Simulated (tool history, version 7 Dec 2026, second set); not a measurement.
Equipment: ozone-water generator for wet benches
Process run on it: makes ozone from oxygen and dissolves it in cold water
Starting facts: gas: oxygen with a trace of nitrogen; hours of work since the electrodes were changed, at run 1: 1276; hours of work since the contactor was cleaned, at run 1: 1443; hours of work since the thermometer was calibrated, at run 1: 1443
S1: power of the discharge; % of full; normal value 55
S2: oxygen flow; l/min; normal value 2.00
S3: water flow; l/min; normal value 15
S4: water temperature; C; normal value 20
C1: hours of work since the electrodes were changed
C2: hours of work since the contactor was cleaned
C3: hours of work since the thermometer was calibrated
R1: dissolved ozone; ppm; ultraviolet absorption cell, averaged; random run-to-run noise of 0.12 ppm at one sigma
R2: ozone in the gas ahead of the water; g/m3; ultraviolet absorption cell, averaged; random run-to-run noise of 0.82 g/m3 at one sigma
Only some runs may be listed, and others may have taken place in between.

| run | day | S1 | S2 | S3 | S4 | C1 | C2 | C3 | R1 | R2 |
|---|---|---|---|---|---|---|---|---|---|---|
| 1 | 0.000 | 55 | 2.00 | 15 | 20 | 1276 | 1443 | 1443 | 9.9 | 128.3 |
| 2 | 3.067 | 55 | 2.00 | 15 | 20 | 1346 | 1514 | 1514 | 10.0 | 129.9 |
| 3 | 7.767 | 55 | 2.00 | 15 | 20 | 1454 | 1622 | 1622 | 10.2 | 128.6 |
| 4 | 10.300 | 55 | 2.00 | 15 | 20 | 1513 | 1680 | 1680 | 10.1 | 129.7 |
| 5 | 13.767 | 55 | 2.00 | 15 | 20 | 1592 | 1760 | 1760 | 9.9 | 130.1 |
| 6 | 17.946 | 55 | 2.00 | 15 | 20 | 1688 | 1856 | 1856 | 9.9 | 128.3 |
| 7 | 22.321 | 55 | 2.00 | 15 | 20 | 1789 | 1956 | 1956 | 10.0 | 128.1 |
| 8 | 26.038 | 55 | 2.00 | 15 | 20 | 1874 | 2042 | 2042 | 9.9 | 129.4 |
| 9 | 30.342 | 55 | 2.00 | 15 | 20 | 1973 | 2141 | 2141 | 9.9 | 128.1 |
| 10 | 35.217 | 55 | 2.00 | 15 | 20 | 2085 | 2253 | 2253 | 10.2 | 129.2 |
| 11 | 39.046 | 55 | 2.00 | 15 | 20 | 2173 | 2341 | 2341 | 10.0 | 127.4 |
| 12 | 43.025 | 55 | 2.00 | 15 | 20 | 2265 | 2432 | 2432 | 10.0 | 128.4 |
| 13 | 46.067 | 55 | 2.00 | 15 | 20 | 2335 | 2502 | 2502 | 10.0 | 129.2 |
| 14 | 49.867 | 55 | 2.00 | 20 | 20 | 2422 | 2589 | 2589 | 7.5 | 129.5 |
| 15 | 53.754 | 55 | 1.81 | 15 | 20 | 2511 | 2679 | 2679 | 9.9 | 138.0 |
| 16 | 58.838 | 55 | 2.00 | 15 | 20 | 2628 | 2795 | 2795 | 10.1 | 129.9 |
| 17 | 62.533 | 55 | 2.00 | 15 | 20 | 2713 | 2880 | 2880 | 10.0 | 128.6 |
| 18 | 65.025 | 55 | 1.68 | 15 | 20 | 2770 | 2938 | 2938 | 9.7 | 144.4 |
| 19 | 69.292 | 55 | 1.68 | 15 | 20 | 2868 | 3036 | 3036 | 9.9 | 143.0 |
| 20 | 72.904 | 55 | 2.00 | 15 | 23 | 2951 | 3119 | 3119 | 9.7 | 130.1 |
| 21 | 76.233 | 58 | 3.36 | 19 | 14 | 3028 | 3195 | 3195 | 9.2 | 95.6 |
| 22 | 79.158 | 66 | 1.03 | 18 | 27 | 3095 | 3262 | 3262 | 8.4 | 224.3 |
| 23 | 81.358 | 66 | 1.03 | 18 | 27 | 3145 | 3313 | 3313 | 8.3 | 226.2 |
| 24 | 84.288 | 87 | 1.05 | 23 | 20 | 3213 | 3380 | 3380 | 8.2 | 275.3 |
| 25 | 88.042 | 87 | 1.05 | 23 | 20 | 3299 | 3466 | 3466 | 8.1 | 275.5 |
| 26 | 90.288 | 73 | 1.05 | 23 | 25 | 3351 | 3518 | 3518 | 7.0 | 240.6 |
| 27 | 92.650 | 46 | 3.19 | 15 | 20 | 3405 | 3572 | 3572 | 8.6 | 84.6 |
| 28 | 94.979 | 46 | 3.19 | 15 | 20 | 3458 | 3626 | 3626 | 8.7 | 83.8 |
| 29 | 98.417 | 47 | 2.00 | 22 | 20 | 3537 | 3705 | 3705 | 6.1 | 114.7 |
|  | 100.725 | water thermometer calibrated |
| 30 | 103.200 | 53 | 3.17 | 10 | 18 | 3647 | 3814 | 57 | 13.7 | 94.8 |
| 31 | 106.162 | 75 | 2.00 | 18 | 20 | 3715 | 3882 | 125 | 10.5 | 163.1 |
| 32 | 109.633 | 75 | 2.00 | 18 | 20 | 3795 | 3962 | 205 | 10.3 | 161.9 |
| 33 | 112.246 | 75 | 2.00 | 18 | 20 | 3855 | 4022 | 265 | 10.6 | 162.2 |
| 34 | 115.596 | 65 | 1.61 | 18 | 18 | 3932 | 4099 | 342 | 9.3 | 168.7 |

3 ways to go on from here, each from the tool as it stands after run 34. What would each give?
| A | 120.158 | 65 | 1.89 | 18 | 18 | 4036 | 4204 | 446 | ? | ? |
| B | 120.158 | 53 | 2.00 | 15 | 27 | 4036 | 4204 | 446 | ? | ? |
| C | 120.158 | 65 | 1.61 | 18 | 15 | 4036 | 4204 | 446 | ? | ? |

| run | R1 | R2 |
|---|---|---|
| A | 9.7 | 150.7 |
| B | 9.3 | 126.1 |
| C | 9.5 | 167.5 |
With the hidden condition removed and each run's random variation left untouched, the same runs would have given:
| run | R1 | R2 |
|---|---|---|
| A | 9.7 | 150.8 |
| B | 9.3 | 126.2 |
| C | 9.5 | 167.6 |
